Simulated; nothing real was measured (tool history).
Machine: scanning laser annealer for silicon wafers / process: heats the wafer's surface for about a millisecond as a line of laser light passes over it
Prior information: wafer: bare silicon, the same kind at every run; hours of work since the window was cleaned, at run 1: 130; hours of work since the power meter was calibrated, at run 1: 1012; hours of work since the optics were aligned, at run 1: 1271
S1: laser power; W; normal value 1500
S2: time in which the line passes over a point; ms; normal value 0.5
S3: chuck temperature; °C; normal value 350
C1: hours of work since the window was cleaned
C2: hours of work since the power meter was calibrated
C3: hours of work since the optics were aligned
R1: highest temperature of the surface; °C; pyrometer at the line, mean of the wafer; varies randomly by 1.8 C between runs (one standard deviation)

run 1 hour=0 | S1=1500 S2=0.5 S3=350 | C1=130 C2=1012 C3=1271 | R1=1046
run 2 hour=46.9 | S1=1467 S2=0.5 S3=350 | C1=160 C2=1042 C3=1301 | R1=1025
run 3 hour=83.7 | S1=1467 S2=0.5 S3=350 | C1=184 C2=1066 C3=1325 | R1=1020
run 4 hour=133.2 | S1=1467 S2=0.5 S3=350 | C1=215 C2=1097 C3=1357 | R1=1017
run 5 hour=201 | S1=1467 S2=0.5 S3=350 | C1=259 C2=1141 C3=1400 | R1=1014
run 6 hour=262.6 | S1=1467 S2=0.5 S3=350 | C1=298 C2=1180 C3=1440 | R1=1009
-- hour=278.9 window over the wafer cleaned
run 7 hour=329.3 | S1=1500 S2=0.5 S3=350 | C1=32 C2=1222 C3=1481 | R1=1056
run 8 hour=389.5 | S1=1500 S2=0.5 S3=361 | C1=71 C2=1260 C3=1520 | R1=1065
run 9 hour=460.5 | S1=1500 S2=0.5 S3=361 | C1=117 C2=1306 C3=1566 | R1=1058
run 10 hour=529.6 | S1=1500 S2=0.5 S3=361 | C1=161 C2=1350 C3=1610 | R1=1054
run 11 hour=604.9 | S1=1500 S2=0.5 S3=361 | C1=209 C2=1399 C3=1658 | R1=1044
run 12 hour=676 | S1=1500 S2=0.5 S3=361 | C1=255 C2=1444 C3=1704 | R1=1040
run 13 hour=716.9 | S1=1587 S2=0.5 S3=350 | C1=281 C2=1471 C3=1730 | R1=1067
-- hour=764.1 window over the wafer cleaned
run 14 hour=792 | S1=1500 S2=0.5 S3=350 | C1=18 C2=1518 C3=1777 | R1=1052
run 15 hour=866.9 | S1=1500 S2=0.5 S3=350 | C1=66 C2=1566 C3=1825 | R1=1046
run 16 hour=941.6 | S1=1500 S2=0.5 S3=350 | C1=114 C2=1614 C3=1873 | R1=1039
run 17 hour=988.8 | S1=1500 S2=0.49 S3=350 | C1=144 C2=1644 C3=1903 | R1=1031
run 18 hour=1044.5 | S1=1500 S2=0.49 S3=353 | C1=180 C2=1680 C3=1939 | R1=1030
-- hour=1087.6 optics aligned, line set to its width
run 19 hour=1087.6 | S1=1516 S2=0.5 S3=350 | C1=204 C2=1704 C3=0 | R1=1050
run 20 hour=1120.2 | S1=1516 S2=0.5 S3=350 | C1=225 C2=1725 C3=21 | R1=1044
run 21 hour=1163.4 | S1=1516 S2=0.5 S3=326 | C1=253 C2=1753 C3=49 | R1=1017
run 22 hour=1224.1 | S1=1516 S2=0.5 S3=326 | C1=292 C2=1792 C3=88 | R1=1014
-- hour=1250.6 window over the wafer cleaned
run 23 hour=1285 | S1=1500 S2=0.433 S3=386 | C1=22 C2=1829 C3=125 | R1=1050
run 24 hour=1335 | S1=1370 S2=0.5 S3=357 | C1=54 C2=1862 C3=158 | R1=998
run 25 hour=1390 | S1=1535 S2=0.512 S3=384 | C1=89 C2=1897 C3=193 | R1=1110
run 26 hour=1427 | S1=1509 S2=0.512 S3=319 | C1=113 C2=1921 C3=217 | R1=1030
run 27 hour=1471.8 | S1=1509 S2=0.512 S3=319 | C1=142 C2=1949 C3=245 | R1=1028
run 28 hour=1521.7 | S1=1333 S2=0.543 S3=384 | C1=174 C2=1981 C3=277 | R1=1018
run 29 hour=1589 | S1=1333 S2=0.543 S3=384 | C1=217 C2=2024 C3=320 | R1=1017
run 30 hour=1620.8 | S1=1288 S2=0.382 S3=326 | C1=238 C2=2045 C3=341 | R1=844
run 31 hour=1661.4 | S1=1288 S2=0.382 S3=326 | C1=264 C2=2071 C3=367 | R1=840
run 32 hour=1706.4 | S1=1592 S2=0.439 S3=384 | C1=293 C2=2100 C3=396 | R1=1066
-- hour=1732.9 window over the wafer cleaned
run 33 hour=1766 | S1=1500 S2=0.466 S3=352 | C1=21 C2=2137 C3=433 | R1=1038
run 34 hour=1833.8 | S1=1415 S2=0.5 S3=378 | C1=65 C2=2180 C3=476 | R1=1037
run 35 hour=1887.8 | S1=1415 S2=0.5 S3=378 | C1=99 C2=2215 C3=511 | R1=1032
run 36 hour=1959 | S1=1415 S2=0.5 S3=378 | C1=145 C2=2261 C3=557 | R1=1028
run 37 hour=1996.4 | S1=1276 S2=0.583 S3=357 | C1=169 C2=2285 C3=581 | R1=978
run 38 hour=2036.3 | S1=1276 S2=0.583 S3=357 | C1=195 C2=2310 C3=606 | R1=976
run 39 hour=2075.1 | S1=1325 S2=0.462 S3=351 | C1=220 C2=2335 C3=631 | R1=931
run 40 hour=2142.4 | S1=1325 S2=0.462 S3=351 | C1=263 C2=2378 C3=674 | R1=923
run 41 hour=2200.2 | S1=1604 S2=0.353 S3=366 | C1=300 C2=2416 C3=712 | R1=987

Measured minus without-hidden-state, run by run (identical run-to-run variation in each term; gauge scatter may differ):
Hidden state at play: light that passes the window, % of a clean one's; laser's true power over the reading, %; width of the line over the set one, %; drift of the gauge itself on peak_c, C.
run=1 R1=-24
run=2 R1=-27
run=3 R1=-30
run=4 R1=-34
run=5 R1=-39
run=6 R1=-43
run=7 R1=-15
run=8 R1=-19
run=9 R1=-24
run=10 R1=-29
run=11 R1=-35
run=12 R1=-41
run=13 R1=-46
run=14 R1=-19
run=15 R1=-24
run=16 R1=-29
run=17 R1=-33
run=18 R1=-37
run=19 R1=-29
run=20 R1=-31
run=21 R1=-35
run=22 R1=-40
run=23 R1=-9
run=24 R1=-12
run=25 R1=-18
run=26 R1=-20
run=27 R1=-24
run=28 R1=-25
run=29 R1=-29
run=30 R1=-26
run=31 R1=-28
run=32 R1=-42
run=33 R1=-13
run=34 R1=-17
run=35 R1=-21
run=36 R1=-26
run=37 R1=-28
run=38 R1=-30
run=39 R1=-30
run=40 R1=-35
run=41 R1=-41
